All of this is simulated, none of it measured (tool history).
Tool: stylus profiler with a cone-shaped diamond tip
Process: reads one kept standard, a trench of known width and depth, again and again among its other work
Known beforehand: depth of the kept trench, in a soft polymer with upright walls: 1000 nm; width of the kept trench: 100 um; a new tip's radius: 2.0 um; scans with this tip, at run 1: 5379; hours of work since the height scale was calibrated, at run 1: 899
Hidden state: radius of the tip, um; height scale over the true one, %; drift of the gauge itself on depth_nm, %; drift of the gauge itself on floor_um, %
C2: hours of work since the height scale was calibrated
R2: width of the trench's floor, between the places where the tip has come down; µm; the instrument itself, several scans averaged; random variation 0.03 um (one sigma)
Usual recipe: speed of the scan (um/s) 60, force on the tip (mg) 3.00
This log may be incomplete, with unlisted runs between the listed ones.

Run 1, hour 0.0: usual settings; scans with this tip 5379; C2 899. Result: depth of the trench (nm) 1011.79, R2 95.25 µm.
Run 2, hour 22.8: usual settings; scans with this tip 5449; C2 911. Result: depth of the trench (nm) 1011.79, R2 95.25 µm.
Run 3, hour 62.7: usual settings but force on the tip (mg) 2.73; scans with this tip 5573; C2 931. Result: depth of the trench (nm) 1011.15, R2 95.25 µm.
Run 4, hour 91.3: usual settings but force on the tip (mg) 2.73; scans with this tip 5661; C2 946. Result: depth of the trench (nm) 1010.37, R2 95.24 µm.
Run 5, hour 131.6: usual settings; scans with this tip 5785; C2 967. Result: depth of the trench (nm) 1011.69, R2 95.20 µm.
Run 6, hour 162.2: usual settings; scans with this tip 5880; C2 983. Result: depth of the trench (nm) 1011.51, R2 95.21 µm.
At hour 166.8: height scale calibrated on a step standard.
Run 7, hour 197.2: usual settings but force on the tip (mg) 4.51; scans with this tip 5986; C2 16. Result: depth of the trench (nm) 1014.13, R2 95.20 µm.
Run 8, hour 225.1: usual settings but force on the tip (mg) 4.51; scans with this tip 6072; C2 30. Result: depth of the trench (nm) 1014.11, R2 95.14 µm.
Run 9, hour 251.5: usual settings but force on the tip (mg) 1.02; scans with this tip 6154; C2 44. Result: depth of the trench (nm) 1001.42, R2 95.06 µm.
Run 10, hour 285.1: usual settings but speed of the scan (um/s) 133, force on the tip (mg) 5.26; scans with this tip 6257; C2 61. Result: depth of the trench (nm) 1016.42, R2 95.07 µm.
Run 11, hour 307.7: usual settings but speed of the scan (um/s) 161, force on the tip (mg) 3.21; scans with this tip 6327; C2 73. Result: depth of the trench (nm) 1010.16, R2 94.83 µm.

Some steps in depth of the trench (nm) between neighbouring runs. How much of each would the tool show without its hidden state too (settings, what came in, random variation), and how much is left for the hidden state, with any gauge scatter that isn't in both results?
Run 6 -> 7: force on the tip (mg) 3.00 -> 4.51, height scale calibrated on a step standard. depth of the trench (nm) +2.62: hidden state -1.99, all else +4.61.
Run 9 -> 10: speed of the scan (um/s) 60 -> 133, force on the tip (mg) 1.02 -> 5.26. depth of the trench (nm) +15.00: hidden state -0.17, all else +15.17.
